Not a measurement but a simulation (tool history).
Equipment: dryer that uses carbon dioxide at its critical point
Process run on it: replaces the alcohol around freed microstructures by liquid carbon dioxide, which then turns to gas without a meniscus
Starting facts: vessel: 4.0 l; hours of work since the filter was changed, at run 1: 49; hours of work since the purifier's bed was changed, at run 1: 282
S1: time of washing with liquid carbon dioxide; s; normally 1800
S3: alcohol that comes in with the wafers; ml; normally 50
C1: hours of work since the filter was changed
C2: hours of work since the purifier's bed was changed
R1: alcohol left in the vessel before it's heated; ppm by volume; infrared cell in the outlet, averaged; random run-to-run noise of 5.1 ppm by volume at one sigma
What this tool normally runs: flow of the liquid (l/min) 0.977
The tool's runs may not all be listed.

Run 1, day 0.000: usual settings; C1 49; C2 282. Result: R1 110 ppm by volume.
Run 2, day 2.621: usual settings; C1 95; C2 328. Result: R1 127 ppm by volume.
Run 3, day 4.496: usual settings; C1 128; C2 361. Result: R1 138 ppm by volume.
Run 4, day 7.242: usual settings; C1 177; C2 409. Result: R1 146 ppm by volume.
Run 5, day 8.717: usual settings; C1 203; C2 435. Result: R1 150 ppm by volume.
Run 6, day 10.500: usual settings but S3 35 ml; C1 234; C2 467. Result: R1 142 ppm by volume.
At day 11.454: inlet filter changed.
Run 7, day 12.154: usual settings but S3 35 ml; C1 12; C2 495. Result: R1 125 ppm by volume.
Run 8, day 14.671: usual settings but S3 35 ml; C1 57; C2 539. Result: R1 130 ppm by volume.
Run 9, day 16.988: usual settings but S3 35 ml; C1 97; C2 580. Result: R1 152 ppm by volume.
Run 10, day 19.471: usual settings; C1 141; C2 624. Result: R1 175 ppm by volume.
Run 11, day 21.879: usual settings; C1 183; C2 666. Result: R1 192 ppm by volume.
Run 12, day 23.588: usual settings; C1 213; C2 696. Result: R1 213 ppm by volume.
Run 13, day 25.075: usual settings but S3 69 ml; C1 239; C2 722. Result: R1 244 ppm by volume.
At day 25.775: inlet filter changed.
Run 14, day 27.388: usual settings but S3 27 ml; C1 28; C2 762. Result: R1 169 ppm by volume.
Run 15, day 30.400: usual settings but S3 27 ml; C1 81; C2 815. Result: R1 182 ppm by volume.
Run 16, day 33.112: usual settings but S3 27 ml; C1 129; C2 863. Result: R1 192 ppm by volume.
At day 33.917: purifier's bed changed.
Run 17, day 34.896: usual settings but S3 27 ml; C1 158; C2 17. Result: R1 48 ppm by volume.
Run 18, day 37.208: usual settings but flow of the liquid (l/min) 1.025; C1 199; C2 58. Result: R1 83 ppm by volume.
At day 40.021: inlet filter changed.
Run 19, day 40.188: usual settings; C1 3; C2 110. Result: R1 67 ppm by volume.
Run 20, day 42.183: usual settings but flow of the liquid (l/min) 0.955, S3 27 ml; C1 38; C2 145. Result: R1 58 ppm by volume.
Run 21, day 43.692: usual settings but S1 1080 s, flow of the liquid (l/min) 0.834, S3 100 ml; C1 65; C2 171. Result: R1 1638 ppm by volume.
Run 22, day 44.979: usual settings but S1 1320 s; C1 87; C2 194. Result: R1 280 ppm by volume.

What will run 23 give?
Run 23, day 47.458: usual settings but S1 1320 s, flow of the liquid (l/min) 0.717; C1 131; C2 237. Result: R1 ?.

{"run 23": {"R1": 773}}
Were there no unlogged condition in the tool, this run, its random variation unchanged, would have produced R1 623 ppm by volume.

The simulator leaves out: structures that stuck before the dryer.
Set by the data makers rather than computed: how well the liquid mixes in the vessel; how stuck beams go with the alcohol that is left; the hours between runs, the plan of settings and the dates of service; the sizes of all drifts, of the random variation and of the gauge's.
